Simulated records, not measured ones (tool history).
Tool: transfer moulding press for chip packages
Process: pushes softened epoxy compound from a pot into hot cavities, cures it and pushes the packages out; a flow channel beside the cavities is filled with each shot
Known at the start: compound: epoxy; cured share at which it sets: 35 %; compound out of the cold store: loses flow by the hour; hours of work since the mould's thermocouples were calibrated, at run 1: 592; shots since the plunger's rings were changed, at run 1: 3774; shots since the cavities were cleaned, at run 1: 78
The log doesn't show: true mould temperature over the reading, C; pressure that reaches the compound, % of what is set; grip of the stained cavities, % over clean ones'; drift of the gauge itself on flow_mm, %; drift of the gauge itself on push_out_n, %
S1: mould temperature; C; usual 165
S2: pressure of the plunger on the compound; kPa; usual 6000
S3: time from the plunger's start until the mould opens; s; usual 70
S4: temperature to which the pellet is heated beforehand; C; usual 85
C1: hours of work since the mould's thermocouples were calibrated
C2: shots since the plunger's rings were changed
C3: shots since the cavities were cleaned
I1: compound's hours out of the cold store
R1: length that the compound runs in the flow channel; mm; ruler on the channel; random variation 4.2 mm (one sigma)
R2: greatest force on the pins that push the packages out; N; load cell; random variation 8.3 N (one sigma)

run 1 hour=0 | S1=165 S2=6000 S3=70 S4=85 | C1=592 C2=3774 C3=78 | I1=42.8 | R1=648 R2=407
run 2 hour=26.1 | S1=165 S2=6000 S3=70 S4=85 | C1=612 C2=4258 C3=562 | I1=36.4 | R1=653 R2=580
-- hour=41.6 plunger's sealing rings changed
-- hour=50.9 cavities cleaned with cleaning compound and waxed
run 3 hour=65 | S1=165 S2=6000 S3=70 S4=85 | C1=638 C2=406 C3=262 | I1=44.7 | R1=694 R2=826
run 4 hour=98.2 | S1=165 S2=6000 S3=70 S4=85 | C1=663 C2=1020 C3=876 | I1=39.6 | R1=700 R2=802
-- hour=103.5 cavities cleaned with cleaning compound and waxed
run 5 hour=133.5 | S1=165 S2=6000 S3=70 S4=87 | C1=688 C2=1647 C3=556 | I1=30.4 | R1=712 R2=579
-- hour=154.9 cavities cleaned with cleaning compound and waxed
run 6 hour=174.1 | S1=165 S2=6000 S3=70 S4=87 | C1=718 C2=2372 C3=355 | I1=20.6 | R1=728 R2=577
run 7 hour=195 | S1=165 S2=6000 S3=70 S4=87 | C1=733 C2=2760 C3=743 | I1=45.8 | R1=660 R2=641

Run 8 comes next. What will it give?
-- hour=208.4 cavities cleaned with cleaning compound and waxed
-- hour=244.3 cavities cleaned with cleaning compound and waxed, once more
run 8 hour=244.3 | S1=162 S2=6590 S3=70 S4=85 | C1=768 C2=3618 C3=0 | I1=23.5 | R1=? R2=?

{"run 8": {"R1": 746, "R2": 464}}
Without the tool's hidden state the same run would have given R1 807 mm, R2 438 N.
